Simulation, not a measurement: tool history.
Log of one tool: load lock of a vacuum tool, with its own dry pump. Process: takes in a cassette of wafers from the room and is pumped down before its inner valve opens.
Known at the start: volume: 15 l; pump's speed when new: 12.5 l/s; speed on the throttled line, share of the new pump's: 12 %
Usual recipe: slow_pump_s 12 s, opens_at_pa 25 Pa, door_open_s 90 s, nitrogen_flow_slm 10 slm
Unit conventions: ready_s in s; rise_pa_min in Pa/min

| run | hour | slow_pump_s | opens_at_pa | door_open_s | nitrogen_flow_slm | incoming humidity of the room's air, % | ready_s | rise_pa_min |
|---|---|---|---|---|---|---|---|---|
| 1 | 0 | 12 | 25 | 90 | 10 | 45.9 | 21 | 0.19 |
| 2 | 135.1 | 12 | 25 | 90 | 10 | 44.6 | 20.9 | 0.187 |
| 3 | 337.8 | 12 | 25 | 90 | 10 | 38.7 | 21 | 0.187 |
| 4 | 574.7 | 12 | 21 | 90 | 10 | 45.5 | 21 | 0.202 |
| 5 | 777.3 | 12 | 21 | 90 | 10 | 43.2 | 21.1 | 0.2 |
| 6 | 900.1 | 12 | 21 | 90 | 10 | 43.4 | 21.5 | 0.207 |
| 7 | 1020.3 | 12 | 25 | 121 | 10 | 46.2 | 21.2 | 0.226 |
| 8 | 1282.1 | 12 | 25 | 121 | 10 | 45.9 | 21.6 | 0.228 |
| 9 | 1507 | 12 | 25 | 121 | 10 | 44.2 | 21.1 | 0.229 |
| 10 | 1680.5 | 10 | 25 | 90 | 10 | 45.8 | 19.4 | 0.217 |
| 11 | 1790.2 | 10 | 25 | 90 | 10 | 44.1 | 19.6 | 0.221 |
| 12 | 1934.4 | 12 | 25 | 90 | 10 | 45.2 | 21.2 | 0.22 |
| 13 | 2125.9 | 12 | 25 | 90 | 10 | 45 | 21.4 | 0.233 |
| 14 | 2266.5 | 12 | 25 | 90 | 10 | 43.4 | 21 | 0.227 |
| 15 | 2376.2 | 12 | 25 | 90 | 14 | 49.6 | 21.1 | 0.238 |
| 16 | 2556.1 | 6 | 25 | 90 | 14 | 47.8 | 16 | 0.234 |
| 17 | 2756.2 | 6 | 25 | 90 | 14 | 46 | 16 | 0.237 |
| 18 | 2936.1 | 6 | 25 | 90 | 14 | 48.4 | 16.1 | 0.24 |
| 19 | 3107.9 | 12 | 25 | 90 | 5 | 44.3 | 21.3 | 0.258 |
| 20 | 3223.3 | 12 | 25 | 117 | 5 | 41.4 | 21.1 | 0.269 |
| 21 | 3477.7 | 12 | 18 | 90 | 13 | 41.9 | 21.9 | 0.249 |
| 22 | 3628.4 | 12 | 25 | 34 | 10 | 48.4 | 21.1 | 0.237 |
| 23 | 3841.6 | 9 | 25 | 90 | 10 | 46.2 | 18.6 | 0.265 |
| 24 | 4032.5 | 12 | 25 | 68 | 16 | 45.5 | 21.5 | 0.25 |
| 25 | 4298.8 | 10 | 22 | 27 | 7 | 45.8 | 20 | 0.241 |
| 26 | 4479.2 | 22 | 37 | 27 | 20 | 44.7 | 29.1 | 0.24 |
| 27 | 4713.1 | 22 | 37 | 27 | 20 | 45.2 | 29.5 | 0.249 |
| 28 | 4826.6 | 22 | 37 | 27 | 20 | 49.1 | 29.5 | 0.25 |
| 29 | 5078 | 12 | 25 | 84 | 5 | 43 | 21.3 | 0.3 |
| 30 | 5295.1 | 12 | 25 | 84 | 5 | 39.9 | 21.5 | 0.306 |
| 31 | 5544.6 | 12 | 25 | 197 | 10 | 49.1 | 21.5 | 0.371 |
| 32 | 5748.5 | 12 | 25 | 46 | 10 | 45.1 | 21.9 | 0.293 |
| 33 | 5976.5 | 12 | 35 | 90 | 7 | 44.2 | 20.9 | 0.323 |
| 34 | 6150.4 | 7 | 35 | 193 | 7 | 44.1 | 16.7 | 0.374 |
| 35 | 6334.4 | 16 | 19 | 77 | 14 | 42.4 | 25.3 | 0.317 |
| 36 | 6566.4 | 16 | 27 | 34 | 14 | 44.1 | 25.1 | 0.299 |
| 37 | 6831.5 | 16 | 27 | 34 | 14 | 45.6 | 25 | 0.311 |

Consider 3 possible next runs. They are alternatives, not a sequence: every one starts from the tool as it was left by run 37. What does each give?
| A | 7002.1 | 16 | 28 | 34 | 44 | 43.9 | ? | ? |
| B | 7002.1 | 6 | 27 | 34 | 14 | 43.2 | ? | ? |
| C | 7002.1 | 12 | 19 | 85 | 10 | 43.7 | ? | ? |

| run | ready_s | rise_pa_min |
|---|---|---|
| A | 24.7 | 0.298 |
| B | 16.5 | 0.316 |
| C | 21.7 | 0.351 |
The same runs, with their run-to-run variation unchanged, on a tool lacking any hidden condition would have given:
| run | ready_s | rise_pa_min |
|---|---|---|
| A | 23.8 | 0.024 |
| B | 15.3 | 0.04 |
| C | 20.6 | 0.074 |
